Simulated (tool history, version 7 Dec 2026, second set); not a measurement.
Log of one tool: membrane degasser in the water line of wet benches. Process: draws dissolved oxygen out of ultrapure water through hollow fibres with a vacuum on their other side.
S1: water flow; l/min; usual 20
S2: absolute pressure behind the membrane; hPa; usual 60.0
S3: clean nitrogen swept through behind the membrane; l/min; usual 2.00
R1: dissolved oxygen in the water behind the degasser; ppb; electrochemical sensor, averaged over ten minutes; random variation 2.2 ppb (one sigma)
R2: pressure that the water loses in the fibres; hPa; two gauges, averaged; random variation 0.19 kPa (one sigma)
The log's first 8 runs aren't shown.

run	hour	S1	S2	S3	R1	R2
9	431.0	20	60.0	0.96	296.1	562.3
10	478.3	20	60.0	2.00	229.6	561.7
11	510.5	20	60.0	2.00	232.9	560.9
12	565.5	20	39.6	2.00	184.8	564.1
13	606.4	20	60.0	1.35	262.6	562.2
14	639.8	20	60.0	1.35	263.4	564.2
15	676.8	20	60.0	5.16	188.3	561.4
16	728.1	20	60.0	5.16	189.9	563.7
17	797.2	20	60.0	5.16	189.8	561.9
18	827.0	20	60.0	2.83	209.7	562.3
19	868.5	20	60.0	2.83	212.0	564.6
20	919.1	19	108.4	1.94	325.1	538.6
21	957.2	30	138.5	5.28	455.3	850.7
22	995.3	30	138.5	5.28	450.9	843.6
23	1044.4	20	85.5	2.00	284.8	561.6
24	1075.7	17	79.2	1.17	286.1	481.3
25	1142.6	24	74.3	2.00	343.9	675.5
26	1210.3	23	90.5	2.24	348.9	648.9
27	1263.6	23	90.5	2.24	340.8	648.2
28	1317.0	23	90.5	2.24	350.7	649.1
29	1346.2	30	145.6	0.81	1074.2	848.3
30	1393.8	14	53.5	1.51	137.9	396.0
31	1460.8	27	144.7	1.51	690.4	764.2

Forecast each of these 3 alternatives for the next run:
A	1490.6	13	65.1	1.16	?	?
B	1490.6	22	100.4	0.85	?	?
C	1490.6	27	144.7	4.68	?	?

run	R1	R2
A	160.5	367.7
B	560.6	621.3
C	417.8	762.6
Without the tool's hidden state the same runs would have given:
run	R1	R2
A	147.2	361.9
B	534.7	611.4
C	399.1	750.5
